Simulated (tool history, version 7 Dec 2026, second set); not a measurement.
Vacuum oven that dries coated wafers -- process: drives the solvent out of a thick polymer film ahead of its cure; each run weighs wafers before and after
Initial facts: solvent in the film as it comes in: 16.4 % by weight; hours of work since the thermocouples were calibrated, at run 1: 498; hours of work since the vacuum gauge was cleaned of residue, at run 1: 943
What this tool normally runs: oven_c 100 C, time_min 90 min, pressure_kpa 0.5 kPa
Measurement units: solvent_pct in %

run	hour	oven_c	time_min	pressure_kpa	hours of work since the thermocouples were calibrated	hours of work since the vacuum gauge was cleaned of residue	solvent_pct
1	0	100	90	0.5	498	943	1.01
2	45	100	90	0.5	526	970	0.95
3	133.1	100	90	0.5	579	1024	0.97
4	224	108	90	0.5	635	1079	0.39
5	265.5	100	90	0.633	660	1104	1.05
6	341.9	100	90	0.5	706	1151	1
7	391.6	100	90	0.5	737	1181	1.03
8	481.6	100	90	0.5	791	1236	1.04
9	553.9	87	90	0.5	835	1280	3.06
10	626.8	87	90	0.5	880	1324	3
11	703.6	106	90	0.735	927	1371	0.55
12	783.2	106	90	0.735	975	1420	0.57
13	885.9	100	140	0.5	1038	1482	0.42
14	985.5	100	59	0.496	1098	1543	2.23
15	1035.5	100	88	1.482	1129	1573	1.27
16	1111.9	93	52	0.366	1175	1620	4.18
17	1161.8	103	90	0.5	1206	1650	0.72
18	1222.8	100	90	1.08	1243	1687	1.13
# hour 1273.2: oven's thermocouples calibrated
19	1276.8	112	90	0.264	2	1719	0.28

3 options for the next run, each taken on its own from the tool as it stands now. Forecast them:
A	1332.4	85	90	0.264	36	1753	?
B	1332.4	89	90	0.5	36	1753	?
C	1332.4	86	90	1.768	36	1753	?

run	solvent_pct
A	3.56
B	2.8
C	3.81
Stripped of hidden state, with their random variation kept, the same runs would have yielded:
run	solvent_pct
A	3.3
B	2.57
C	3.56
